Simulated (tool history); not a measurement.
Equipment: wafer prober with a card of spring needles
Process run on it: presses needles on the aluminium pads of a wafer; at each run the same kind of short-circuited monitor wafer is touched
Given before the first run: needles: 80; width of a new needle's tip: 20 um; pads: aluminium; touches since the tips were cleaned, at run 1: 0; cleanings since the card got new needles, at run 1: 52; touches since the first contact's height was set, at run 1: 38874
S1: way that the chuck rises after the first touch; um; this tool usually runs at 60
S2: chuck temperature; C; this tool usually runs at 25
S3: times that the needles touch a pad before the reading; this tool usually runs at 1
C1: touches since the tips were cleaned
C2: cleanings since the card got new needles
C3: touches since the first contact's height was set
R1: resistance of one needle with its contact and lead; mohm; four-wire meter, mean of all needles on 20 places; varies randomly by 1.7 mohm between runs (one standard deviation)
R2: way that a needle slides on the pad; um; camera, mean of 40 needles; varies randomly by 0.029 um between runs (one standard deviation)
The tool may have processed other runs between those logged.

| run | hour | S1 | S2 | S3 | C1 | C2 | C3 | R1 | R2 |
|---|---|---|---|---|---|---|---|---|---|
| 1 | 0 | 60 | 25 | 1 | 0 | 52 | 38874 | 190 | 7.77 |
|  | 18.5 | tips cleaned on abrasive film |
|  | 36.9 | tips cleaned on abrasive film |
|  | 58.5 | tips cleaned on abrasive film |
| 2 | 67 | 60 | 25 | 1 | 4103 | 55 | 70946 | 404 | 7.71 |
|  | 80.9 | tips cleaned on abrasive film |
|  | 102.7 | tips cleaned on abrasive film |
|  | 125.3 | tips cleaned on abrasive film |
|  | 146.5 | tips cleaned on abrasive film |
| 3 | 146.5 | 60 | 25 | 1 | 0 | 59 | 109019 | 208 | 7.7 |
|  | 167.7 | tips cleaned on abrasive film |
| 4 | 185.9 | 79 | 25 | 1 | 8760 | 60 | 127908 | 335 | 10.19 |
|  | 190.6 | tips cleaned on abrasive film |
|  | 213.6 | tips cleaned on abrasive film |
|  | 234.8 | tips cleaned on abrasive film |
| 5 | 240.8 | 60 | 56 | 1 | 2891 | 63 | 154173 | 373 | 7.6 |
|  | 254.2 | tips cleaned on abrasive film |
|  | 274.9 | tips cleaned on abrasive film |
|  | 297.9 | tips cleaned on abrasive film |
|  | 319.1 | tips cleaned on abrasive film |
| 6 | 319.2 | 60 | 42 | 1 | 64 | 67 | 191673 | 206 | 7.56 |
|  | 337.7 | tips cleaned on abrasive film |
|  | 358.6 | tips cleaned on abrasive film |
|  | 379.4 | tips cleaned on abrasive film |
| 7 | 396.7 | 48 | 28 | 1 | 8317 | 70 | 228806 | 624 | 5.98 |
|  | 401.4 | tips cleaned on abrasive film |
|  | 423.7 | tips cleaned on abrasive film |
|  | 424 | height of the first contact set anew |
|  | 442.5 | tips cleaned on abrasive film |
|  | 462.5 | tips cleaned on abrasive film |
| 8 | 462.5 | 45 | 33 | 1 | 0 | 74 | 18376 | 240 | 5.81 |

What will run 9 give?
|  | 484.1 | tips cleaned on abrasive film |
|  | 506.5 | tips cleaned on abrasive film |
|  | 528 | tips cleaned on abrasive film |
| 9 | 536.1 | 74 | 25 | 2 | 3913 | 77 | 53658 | ? | ? |

Run 9 produced R1 263 mohm, R2 9.58 um.
With the hidden condition absent and the run-to-run variation left alone, this run would have shown R1 179 mohm, R2 9.65 um.

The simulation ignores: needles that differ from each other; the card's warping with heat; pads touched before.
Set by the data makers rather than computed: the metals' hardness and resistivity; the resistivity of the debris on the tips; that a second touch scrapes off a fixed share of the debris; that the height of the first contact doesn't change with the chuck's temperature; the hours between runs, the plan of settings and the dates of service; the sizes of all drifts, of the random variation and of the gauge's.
